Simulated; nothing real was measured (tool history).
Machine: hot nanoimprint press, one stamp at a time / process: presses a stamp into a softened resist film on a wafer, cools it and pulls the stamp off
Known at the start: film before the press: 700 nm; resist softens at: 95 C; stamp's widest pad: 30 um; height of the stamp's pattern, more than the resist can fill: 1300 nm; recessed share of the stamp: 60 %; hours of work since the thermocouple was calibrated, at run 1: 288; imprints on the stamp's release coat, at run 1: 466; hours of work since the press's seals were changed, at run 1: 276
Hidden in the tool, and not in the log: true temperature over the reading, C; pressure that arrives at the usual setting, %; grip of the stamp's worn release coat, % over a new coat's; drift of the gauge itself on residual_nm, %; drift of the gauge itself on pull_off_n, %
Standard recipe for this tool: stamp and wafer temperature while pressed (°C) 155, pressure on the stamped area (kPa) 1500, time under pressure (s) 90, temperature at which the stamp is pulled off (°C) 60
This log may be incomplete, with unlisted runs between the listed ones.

| run | hour | stamp and wafer temperature while pressed (°C) | pressure on the stamped area (kPa) | time under pressure (s) | temperature at which the stamp is pulled off (°C) | hours of work since the thermocouple was calibrated | imprints on the stamp's release coat | hours of work since the press's seals were changed | resist left under the stamp's widest pad (Å) | greatest force while the stamp is pulled off (N) |
|---|---|---|---|---|---|---|---|---|---|---|
| 1 | 0 | 155 | 1500 | 90 | 60 | 288 | 466 | 276 | 4190 | 237 |
| 2 | 10.8 | 155 | 1500 | 75 | 60 | 295 | 510 | 284 | 4408 | 236 |
| 3 | 16.7 | 155 | 1500 | 75 | 60 | 299 | 534 | 287 | 4388 | 235 |
| 4 | 28.5 | 155 | 1500 | 90 | 60 | 307 | 581 | 295 | 4147 | 235 |
| 5 | 37.8 | 155 | 2110 | 90 | 60 | 313 | 619 | 301 | 3609 | 230 |
| 6 | 47.1 | 155 | 2110 | 90 | 60 | 319 | 656 | 307 | 3634 | 231 |
| 7 | 58.6 | 155 | 1500 | 90 | 60 | 326 | 703 | 315 | 4194 | 240 |
|  | 65.5 | stamp cleaned and given a new release coat |
| 8 | 74 | 145 | 1500 | 90 | 60 | 333 | 34 | 321 | 5870 | 232 |
| 9 | 84.7 | 145 | 1500 | 90 | 60 | 340 | 77 | 328 | 5862 | 230 |
| 10 | 96.3 | 145 | 1500 | 90 | 60 | 347 | 124 | 336 | 5862 | 228 |
| 11 | 107.4 | 145 | 2180 | 90 | 66 | 355 | 169 | 343 | 5340 | 195 |
| 12 | 116 | 148 | 1910 | 90 | 59 | 360 | 204 | 349 | 5025 | 234 |
|  | 126 | plate thermocouple calibrated |
| 13 | 127.2 | 152 | 1130 | 90 | 60 | 1 | 237 | 354 | 5187 | 237 |
| 14 | 138.2 | 161 | 1790 | 90 | 60 | 8 | 282 | 361 | 3057 | 232 |
| 15 | 145.4 | 144 | 1030 | 132 | 62 | 13 | 311 | 366 | 6081 | 222 |
| 16 | 154.6 | 144 | 2160 | 115 | 61 | 19 | 348 | 372 | 5326 | 230 |
| 17 | 165 | 147 | 990 | 86 | 59 | 26 | 390 | 379 | 6076 | 242 |
| 18 | 172 | 148 | 1070 | 86 | 59 | 30 | 419 | 384 | 5905 | 239 |

Consider 5 possible next runs. They are alternatives, not a sequence: every one starts from the tool as it was left by run 18. What does each give?
| A | 182.2 | 147 | 2200 | 86 | 59 | 37 | 460 | 390 | ? | ? |
| B | 182.2 | 155 | 1500 | 67 | 65 | 37 | 460 | 390 | ? | ? |
| C | 182.2 | 148 | 1500 | 61 | 60 | 37 | 460 | 390 | ? | ? |
| D | 182.2 | 148 | 1040 | 86 | 59 | 37 | 460 | 390 | ? | ? |
| E | 182.2 | 155 | 1500 | 90 | 51 | 37 | 460 | 390 | ? | ? |

| run | resist left under the stamp's widest pad (Å) | greatest force while the stamp is pulled off (N) |
|---|---|---|
| A | 5134 | 242 |
| B | 4635 | 202 |
| C | 5880 | 237 |
| D | 5966 | 241 |
| E | 4280 | 287 |
With no hidden state in the tool, these same runs would have given:
| run | resist left under the stamp's widest pad (Å) | greatest force while the stamp is pulled off (N) |
|---|---|---|
| A | 5019 | 241 |
| B | 4532 | 202 |
| C | 5750 | 236 |
| D | 5835 | 240 |
| E | 4185 | 286 |
